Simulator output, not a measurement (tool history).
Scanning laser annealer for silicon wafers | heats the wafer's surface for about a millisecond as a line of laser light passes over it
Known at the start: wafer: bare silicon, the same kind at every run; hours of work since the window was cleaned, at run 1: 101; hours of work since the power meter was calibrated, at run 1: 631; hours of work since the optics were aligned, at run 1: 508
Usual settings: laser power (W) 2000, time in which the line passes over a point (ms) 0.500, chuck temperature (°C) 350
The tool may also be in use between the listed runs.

| run | hour | laser power (W) | time in which the line passes over a point (ms) | chuck temperature (°C) | hours of work since the window was cleaned | hours of work since the power meter was calibrated | hours of work since the optics were aligned | highest temperature of the surface (°C) |
|---|---|---|---|---|---|---|---|---|
| 1 | 0.0 | 2000 | 0.500 | 350 | 101 | 631 | 508 | 1039 |
| 2 | 11.0 | 2000 | 0.500 | 350 | 109 | 639 | 516 | 1037 |
| 3 | 31.5 | 2000 | 0.500 | 350 | 124 | 653 | 531 | 1041 |
| 4 | 51.4 | 1922 | 0.500 | 350 | 138 | 668 | 545 | 1008 |
| 5 | 69.4 | 1922 | 0.500 | 350 | 151 | 681 | 558 | 1003 |
| 6 | 85.9 | 1922 | 0.500 | 350 | 163 | 693 | 570 | 1004 |
| 7 | 97.9 | 2000 | 0.500 | 350 | 172 | 701 | 579 | 1034 |
| 8 | 118.9 | 2104 | 0.500 | 350 | 187 | 717 | 594 | 1070 |
| 9 | 136.3 | 2104 | 0.500 | 350 | 200 | 729 | 607 | 1070 |
| 10 | 155.4 | 2000 | 0.500 | 340 | 214 | 743 | 621 | 1021 |
| 11 | 167.6 | 2000 | 0.500 | 340 | 222 | 752 | 629 | 1020 |
| 12 | 190.4 | 2000 | 0.500 | 340 | 239 | 768 | 646 | 1017 |
| 13 | 200.3 | 2000 | 0.500 | 340 | 246 | 776 | 653 | 1018 |
| 14 | 211.9 | 2000 | 0.500 | 340 | 254 | 784 | 661 | 1012 |
| 15 | 225.6 | 2000 | 0.500 | 340 | 264 | 794 | 671 | 1011 |
| 16 | 242.2 | 2000 | 0.500 | 361 | 276 | 806 | 683 | 1032 |
| 17 | 259.1 | 2000 | 0.500 | 352 | 289 | 818 | 696 | 1025 |
| 18 | 271.8 | 2000 | 0.500 | 352 | 298 | 827 | 705 | 1024 |
| 19 | 284.4 | 2000 | 0.500 | 352 | 307 | 836 | 714 | 1021 |
| 20 | 295.4 | 2000 | 0.500 | 352 | 315 | 844 | 722 | 1023 |
| 21 | 309.9 | 2082 | 0.598 | 387 | 325 | 855 | 732 | 1159 |
| 22 | 323.5 | 2082 | 0.598 | 387 | 335 | 865 | 742 | 1163 |
| 23 | 344.9 | 2082 | 0.598 | 387 | 351 | 880 | 758 | 1154 |
| 24 | 366.5 | 2082 | 0.405 | 358 | 366 | 896 | 773 | 972 |
| 25 | 383.1 | 1743 | 0.466 | 369 | 378 | 908 | 785 | 919 |
| 26 | 396.3 | 1743 | 0.466 | 369 | 388 | 917 | 795 | 917 |
| 27 | 406.5 | 1743 | 0.466 | 369 | 395 | 925 | 802 | 915 |
|  | 418.7 | window over the wafer cleaned |
| 28 | 428.3 | 2027 | 0.431 | 384 | 7 | 939 | 817 | 1032 |
| 29 | 442.0 | 2000 | 0.439 | 327 | 17 | 949 | 826 | 972 |
| 30 | 459.9 | 1925 | 0.500 | 335 | 30 | 962 | 839 | 997 |
| 31 | 481.7 | 1925 | 0.500 | 335 | 46 | 978 | 855 | 997 |
| 32 | 493.2 | 1925 | 0.500 | 335 | 54 | 986 | 863 | 998 |
| 33 | 515.1 | 2000 | 0.358 | 354 | 70 | 1002 | 879 | 924 |
| 34 | 537.2 | 1877 | 0.358 | 336 | 86 | 1018 | 895 | 868 |
| 35 | 548.8 | 2101 | 0.398 | 316 | 94 | 1026 | 904 | 952 |
| 36 | 558.1 | 2101 | 0.398 | 316 | 101 | 1033 | 911 | 951 |
| 37 | 579.4 | 2101 | 0.398 | 316 | 116 | 1048 | 926 | 950 |
| 38 | 598.2 | 1770 | 0.500 | 350 | 130 | 1062 | 940 | 946 |
|  | 609.0 | optics aligned, line set to its width |
| 39 | 614.4 | 1714 | 0.500 | 349 | 138 | 1070 | 4 | 933 |
| 40 | 635.7 | 1714 | 0.452 | 349 | 153 | 1085 | 19 | 898 |

4 ways to go on from here, each from the tool as it stands after run 40. What would each give?
| A | 648.9 | 1724 | 0.452 | 349 | 163 | 1095 | 29 | ? |
| B | 648.9 | 2000 | 0.594 | 353 | 163 | 1095 | 29 | ? |
| C | 648.9 | 2043 | 0.359 | 349 | 163 | 1095 | 29 | ? |
| D | 648.9 | 1890 | 0.382 | 320 | 163 | 1095 | 29 | ? |

| run | highest temperature of the surface (°C) |
|---|---|
| A | 900 |
| B | 1112 |
| C | 931 |
| D | 875 |
Without the tool's hidden state the same runs would have given:
| run | highest temperature of the surface (°C) |
|---|---|
| A | 912 |
| B | 1128 |
| C | 944 |
| D | 887 |
